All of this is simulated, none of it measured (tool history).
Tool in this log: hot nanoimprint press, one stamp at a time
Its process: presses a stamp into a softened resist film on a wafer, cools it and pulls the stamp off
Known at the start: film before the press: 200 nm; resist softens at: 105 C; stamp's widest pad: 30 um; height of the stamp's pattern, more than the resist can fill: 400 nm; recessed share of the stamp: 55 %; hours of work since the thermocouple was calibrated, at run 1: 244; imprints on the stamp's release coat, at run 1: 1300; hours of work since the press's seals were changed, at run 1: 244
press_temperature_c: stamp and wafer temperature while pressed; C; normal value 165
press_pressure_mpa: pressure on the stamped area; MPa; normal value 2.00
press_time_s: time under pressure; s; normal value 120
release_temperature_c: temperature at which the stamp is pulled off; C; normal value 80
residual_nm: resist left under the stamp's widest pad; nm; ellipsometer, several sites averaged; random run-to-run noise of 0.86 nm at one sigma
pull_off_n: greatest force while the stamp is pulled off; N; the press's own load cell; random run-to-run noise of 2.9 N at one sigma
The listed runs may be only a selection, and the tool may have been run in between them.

run,hour,press_temperature_c,press_pressure_mpa,press_time_s,release_temperature_c,hours of work since the thermocouple was calibrated,imprints on the stamp's release coat,hours of work since the press's seals were changed,residual_nm,pull_off_n
1,0.0,165,2.00,120,80,244,1300,244,121.5,214
2,40.5,165,2.00,120,80,265,1444,265,120.8,226
3,95.3,165,2.00,120,73,294,1640,294,123.4,279
4,138.6,165,2.00,120,73,316,1794,316,125.2,283
# hour 161.7: stamp cleaned and given a new release coat
5,198.2,165,2.00,120,80,344,131,344,125.0,149
6,241.1,165,2.00,74,80,366,284,366,141.0,153
7,304.6,165,2.00,74,80,399,510,399,141.7,173
# hour 357.4: plate thermocouple calibrated
8,376.5,165,2.00,74,80,10,756,435,137.6,173
9,414.9,165,2.00,74,80,30,893,455,135.2,187
10,448.7,165,2.00,74,80,47,1014,472,133.9,192
11,498.1,165,2.00,74,80,73,1190,498,137.5,207
12,547.6,165,2.13,74,80,99,1367,524,135.3,218
13,613.6,165,2.13,74,80,133,1602,558,136.0,230
14,647.5,165,2.13,74,80,151,1723,576,134.3,246
# hour 689.0: stamp cleaned and given a new release coat
15,715.3,165,2.13,74,80,183,93,608,137.8,149
16,751.2,165,2.13,74,80,201,222,626,136.1,156
17,796.0,165,2.13,74,80,225,381,650,135.9,160
18,864.5,165,2.13,74,80,260,626,685,138.5,178
19,922.5,157,2.24,135,68,290,833,715,165.1,230
20,998.4,157,2.24,135,68,330,1103,755,164.5,255
21,1060.2,157,2.24,135,68,362,1324,787,165.4,274
22,1126.0,157,2.24,135,68,396,1559,821,164.6,293
23,1162.8,157,2.24,135,68,415,1690,840,166.5,311
# hour 1186.0: plate thermocouple calibrated
24,1198.2,165,1.31,134,80,6,1806,857,134.8,243
# hour 1216.5: stamp cleaned and given a new release coat
# hour 1224.5: press's hydraulic seals changed and the load cell set to zero
25,1252.7,165,1.31,134,80,27,100,15,134.4,147
26,1297.5,175,1.39,120,67,51,260,38,83.1,195
27,1362.2,165,2.00,120,76,84,491,71,116.8,176
28,1421.8,165,1.89,120,76,115,704,102,123.2,187
29,1459.9,165,2.16,120,80,135,839,122,116.1,188

For each run, the measured value with the value that run would have given without the tool's hidden condition subtracted. The run-to-run variation is shared by both, the gauge scatter possibly not:
The hidden state here: true temperature over the reading, C; pressure that arrives at the usual setting, %; grip of the stamp's worn release coat, % over a new coat's; drift of the gauge itself on residual_nm, %; drift of the gauge itself on pull_off_n, %.
run,residual_nm,pull_off_n
1,+4.2,+77
2,+4.7,+88
3,+5.5,+118
4,+6.2,+126
5,+6.9,+10
6,+7.1,+18
7,+8.0,+33
8,+1.1,+41
9,+1.7,+50
10,+2.0,+58
11,+2.8,+70
12,+3.5,+81
13,+4.3,+95
14,+4.8,+107
15,+5.7,+7
16,+6.1,+15
17,+6.7,+24
18,+7.7,+39
19,+7.7,+62
20,+8.6,+84
21,+9.3,+102
22,+9.9,+122
23,+10.5,+137
24,+0.3,+107
25,-0.3,+5
26,+0.2,+18
27,+1.1,+29
28,+1.9,+42
29,+2.5,+49
